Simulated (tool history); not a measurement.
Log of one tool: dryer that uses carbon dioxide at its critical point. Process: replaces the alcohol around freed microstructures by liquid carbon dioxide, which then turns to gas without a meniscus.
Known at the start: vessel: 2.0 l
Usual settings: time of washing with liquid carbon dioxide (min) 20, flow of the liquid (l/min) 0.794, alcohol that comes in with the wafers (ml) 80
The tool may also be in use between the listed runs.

run    day  time of washing with liquid carbon dioxide (min)  flow of the liquid (l/min)  alcohol that comes in with the wafers (ml)  alcohol left in the vessel before it's heated (ppm by volume)
  1      0                                                20                       0.794                                          80                                                            142
  2  0.433                                                20                       0.794                                          80                                                            142
  3  0.662                                                27                       0.794                                          80                                                             34
  4  0.888                                                27                       0.794                                          80                                                             20
  5  1.067                                                27                       0.794                                          80                                                             24
  6  1.367                                                27                       0.794                                          80                                                             18
  7  1.546                                                17                       1.221                                          70                                                             28
  8  1.804                                                29                       0.711                                          45                                                             23

Run 9 comes next. What will it give?
  9  2.042                                                29                       0.711                                          45                                                              ?

Run 9 gave alcohol left in the vessel before it's heated (ppm by volume) 18.
Without the tool's hidden state the same run would have given alcohol left in the vessel before it's heated (ppm by volume) 11.

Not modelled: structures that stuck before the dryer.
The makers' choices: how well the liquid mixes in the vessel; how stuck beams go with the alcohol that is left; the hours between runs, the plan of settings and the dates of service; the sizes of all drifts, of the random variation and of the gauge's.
